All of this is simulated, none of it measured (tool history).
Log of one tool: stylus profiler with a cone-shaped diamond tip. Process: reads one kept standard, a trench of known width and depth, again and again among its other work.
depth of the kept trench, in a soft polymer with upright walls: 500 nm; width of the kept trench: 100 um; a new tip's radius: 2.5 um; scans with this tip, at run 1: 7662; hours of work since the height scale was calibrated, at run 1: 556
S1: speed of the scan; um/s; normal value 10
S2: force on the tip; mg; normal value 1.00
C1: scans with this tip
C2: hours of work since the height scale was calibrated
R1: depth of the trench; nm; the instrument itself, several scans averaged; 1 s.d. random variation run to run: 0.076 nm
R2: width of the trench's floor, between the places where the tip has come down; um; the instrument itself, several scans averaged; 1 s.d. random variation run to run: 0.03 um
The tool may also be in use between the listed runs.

Run 1, hour 0.0: usual settings; C1 7662; C2 556. Result: R1 501.24 nm, R2 96.18 um.
Run 2, hour 41.7: usual settings; C1 8060; C2 585. Result: R1 501.19 nm, R2 96.14 um.
Run 3, hour 68.0: usual settings but S2 1.67 mg; C1 8311; C2 603. Result: R1 501.82 nm, R2 96.08 um.
Run 4, hour 121.0: usual settings but S1 5 um/s, S2 1.67 mg; C1 8816; C2 640. Result: R1 501.68 nm, R2 96.14 um.
Run 5, hour 159.9: usual settings but S1 5 um/s, S2 1.67 mg; C1 9188; C2 667. Result: R1 501.84 nm, R2 96.08 um.
Run 6, hour 204.0: usual settings but S1 5 um/s, S2 1.67 mg; C1 9608; C2 697. Result: R1 501.87 nm, R2 96.09 um.
Run 7, hour 246.9: usual settings but S1 8 um/s; C1 10017; C2 727. Result: R1 501.05 nm, R2 96.03 um.
Run 8, hour 302.5: usual settings but S1 8 um/s; C1 10548; C2 766. Result: R1 501.22 nm, R2 95.98 um.
Run 9, hour 341.1: usual settings but S1 8 um/s, S2 0.76 mg; C1 10916; C2 792. Result: R1 500.81 nm, R2 96.00 um.
Run 10, hour 394.6: usual settings but S1 8 um/s, S2 0.76 mg; C1 11426; C2 829. Result: R1 500.73 nm, R2 95.93 um.
Run 11, hour 442.3: usual settings but S1 8 um/s, S2 0.76 mg; C1 11881; C2 862. Result: R1 500.68 nm, R2 95.95 um.
Run 12, hour 488.0: usual settings but S1 8 um/s, S2 0.76 mg; C1 12316; C2 894. Result: R1 500.56 nm, R2 95.84 um.
Run 13, hour 514.2: usual settings but S1 33 um/s, S2 0.76 mg; C1 12567; C2 912. Result: R1 500.67 nm, R2 95.69 um.
Run 14, hour 542.2: usual settings but S1 28 um/s; C1 12834; C2 932. Result: R1 500.92 nm, R2 95.77 um.
Run 15, hour 595.9: usual settings but S1 28 um/s; C1 13346; C2 969. Result: R1 500.83 nm, R2 95.70 um.
Run 16, hour 635.2: usual settings but S1 28 um/s; C1 13720; C2 996. Result: R1 500.83 nm, R2 95.67 um.
Run 17, hour 674.2: usual settings but S1 28 um/s; C1 14092; C2 1023. Result: R1 500.82 nm, R2 95.66 um.
Run 18, hour 707.9: usual settings; C1 14414; C2 1046. Result: R1 500.80 nm, R2 95.77 um.
Run 19, hour 742.3: usual settings but S1 16 um/s; C1 14742; C2 1070. Result: R1 500.71 nm, R2 95.67 um.
At hour 747.0: height scale calibrated on a step standard.
Run 20, hour 766.5: usual settings but S1 16 um/s, S2 0.89 mg; C1 14968; C2 14. Result: R1 500.06 nm, R2 95.67 um.
Run 21, hour 805.8: usual settings but S1 16 um/s, S2 0.89 mg; C1 15343; C2 41. Result: R1 499.98 nm, R2 95.61 um.
Run 22, hour 848.8: usual settings but S1 16 um/s, S2 0.89 mg; C1 15753; C2 70. Result: R1 500.05 nm, R2 95.59 um.
At hour 876.7: new tip fitted, height scale calibrated.
Run 23, hour 890.6: usual settings but S2 0.59 mg; C1 133; C2 10. Result: R1 500.88 nm, R2 96.80 um.
Run 24, hour 940.1: usual settings but S1 2 um/s, S2 1.62 mg; C1 604; C2 44. Result: R1 501.98 nm, R2 96.83 um.
At hour 955.8: height scale calibrated on a step standard, once more.
Run 25, hour 976.7: usual settings but S1 3 um/s, S2 2.43 mg; C1 948; C2 14. Result: R1 503.07 nm, R2 96.85 um.
Run 26, hour 1006.6: usual settings but S2 0.34 mg; C1 1234; C2 35. Result: R1 500.79 nm, R2 96.74 um.
Run 27, hour 1029.7: usual settings but S2 0.34 mg; C1 1454; C2 51. Result: R1 500.88 nm, R2 96.72 um.
Run 28, hour 1074.8: usual settings but S1 2 um/s, S2 1.34 mg; C1 1884; C2 82. Result: R1 502.14 nm, R2 96.75 um.
Run 29, hour 1101.9: usual settings but S1 13 um/s, S2 0.64 mg; C1 2143; C2 101. Result: R1 501.16 nm, R2 96.65 um.
Run 30, hour 1128.7: usual settings but S1 13 um/s, S2 0.64 mg; C1 2399; C2 120. Result: R1 501.12 nm, R2 96.64 um.
Run 31, hour 1165.7: usual settings but S1 13 um/s, S2 0.64 mg; C1 2751; C2 145. Result: R1 501.13 nm, R2 96.56 um.
Run 32, hour 1219.7: usual settings; C1 3266; C2 183. Result: R1 501.54 nm, R2 96.60 um.
Run 33, hour 1260.7: usual settings but S1 17 um/s, S2 1.23 mg; C1 3657; C2 211. Result: R1 501.62 nm, R2 96.52 um.
Run 34, hour 1295.0: usual settings but S1 6 um/s, S2 1.60 mg; C1 3984; C2 235. Result: R1 502.10 nm, R2 96.60 um.
Run 35, hour 1333.6: usual settings but S1 6 um/s, S2 1.60 mg; C1 4353; C2 262. Result: R1 502.09 nm, R2 96.51 um.
Run 36, hour 1388.6: usual settings but S1 6 um/s, S2 1.60 mg; C1 4877; C2 300. Result: R1 502.12 nm, R2 96.49 um.
Run 37, hour 1435.4: usual settings but S1 6 um/s, S2 1.96 mg; C1 5324; C2 332. Result: R1 502.47 nm, R2 96.48 um.
Run 38, hour 1486.1: usual settings but S1 6 um/s, S2 1.96 mg; C1 5807; C2 367. Result: R1 502.41 nm, R2 96.46 um.
Run 39, hour 1529.3: usual settings but S1 8 um/s, S2 0.47 mg; C1 6219; C2 397. Result: R1 500.68 nm, R2 96.37 um.
Run 40, hour 1570.9: usual settings but S1 8 um/s, S2 0.47 mg; C1 6616; C2 426. Result: R1 500.59 nm, R2 96.25 um.

What will run 41 give?
Run 41, hour 1598.9: usual settings but S1 8 um/s, S2 0.47 mg; C1 6883; C2 445. Result: R1 ?, R2 ?.

{"run 41": {"R1": 500.64, "R2": 96.31}}
Had the tool carried no hidden state, the very same run would have given R1 501.02 nm, R2 96.96 um.
